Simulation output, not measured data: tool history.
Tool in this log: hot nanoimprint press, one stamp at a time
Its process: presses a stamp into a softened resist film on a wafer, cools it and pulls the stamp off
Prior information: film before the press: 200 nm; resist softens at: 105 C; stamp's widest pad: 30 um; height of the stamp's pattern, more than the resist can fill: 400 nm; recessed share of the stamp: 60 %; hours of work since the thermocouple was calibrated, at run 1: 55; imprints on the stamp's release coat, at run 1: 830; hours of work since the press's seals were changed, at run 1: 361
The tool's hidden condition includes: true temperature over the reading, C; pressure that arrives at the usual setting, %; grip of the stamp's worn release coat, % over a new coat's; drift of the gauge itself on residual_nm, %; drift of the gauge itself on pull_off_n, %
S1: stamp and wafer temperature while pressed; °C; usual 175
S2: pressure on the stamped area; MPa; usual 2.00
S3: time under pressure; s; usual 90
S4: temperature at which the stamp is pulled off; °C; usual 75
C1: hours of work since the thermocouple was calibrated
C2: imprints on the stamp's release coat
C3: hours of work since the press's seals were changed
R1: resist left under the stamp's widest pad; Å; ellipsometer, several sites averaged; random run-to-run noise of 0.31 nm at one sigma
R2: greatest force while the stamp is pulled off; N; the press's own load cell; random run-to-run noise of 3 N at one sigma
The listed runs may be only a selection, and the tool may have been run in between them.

run	hour	S1	S2	S3	S4	C1	C2	C3	R1	R2
1	0.0	175	2.00	90	75	55	830	361	897	195
2	18.9	175	2.00	90	75	66	914	371	893	198
3	31.2	175	2.00	90	75	73	969	378	893	201
4	44.2	175	2.00	90	75	80	1027	385	894	206
5	60.9	175	2.00	90	75	89	1102	395	893	208
# hour 68.6: stamp cleaned and given a new release coat
6	78.9	177	2.00	90	75	96	46	401	816	163
7	93.1	175	2.00	88	75	104	109	409	901	169
8	102.0	175	2.00	90	75	109	149	414	888	168
9	119.1	175	2.00	90	75	119	225	424	894	162
10	128.6	175	2.00	90	75	124	268	429	887	169
11	141.8	175	2.00	90	75	131	326	436	883	176
12	153.2	175	2.00	90	75	138	377	443	888	177
13	161.8	175	2.00	90	75	142	416	447	882	181
14	172.8	175	2.00	90	75	148	465	454	881	184
15	190.9	175	2.26	90	75	159	545	464	825	184
16	200.6	175	2.00	83	75	164	588	469	908	187
17	216.3	175	2.00	83	75	173	659	478	905	189
18	236.5	175	1.81	90	66	184	749	489	928	206
19	246.4	171	2.00	68	75	190	793	495	1128	195
20	262.0	171	2.00	68	75	198	863	503	1128	199
# hour 266.3: plate thermocouple calibrated
21	280.2	163	1.73	107	77	8	930	512	1405	193
22	299.9	180	2.00	129	75	19	1018	523	624	203
23	316.2	180	2.00	129	75	28	1090	532	624	198
# hour 326.6: stamp cleaned and given a new release coat
# hour 339.2: plate thermocouple calibrated, once more
24	343.3	167	3.08	100	71	2	61	542	982	169
25	353.0	165	2.98	100	74	8	105	547	1093	162
26	372.2	165	2.98	100	74	18	190	558	1092	172
27	388.3	165	2.98	100	74	27	262	567	1091	178
28	398.6	169	2.11	100	74	33	308	573	1081	177
29	411.0	169	2.11	100	74	40	363	580	1082	177
30	428.3	175	1.20	90	75	50	440	589	1155	179

The logged runs with the hidden state left out (each run's random variation unchanged):
run	R1	R2
1	892	162
2	890	161
3	890	163
4	892	165
5	892	164
6	815	161
7	902	165
8	890	162
9	896	154
10	890	159
11	887	163
12	892	163
13	887	165
14	886	165
15	830	163
16	916	164
17	913	164
18	940	175
19	1141	163
20	1142	165
21	1435	158
22	639	163
23	639	157
24	962	167
25	1073	158
26	1074	165
27	1074	167
28	1072	165
29	1074	163
30	1156	162
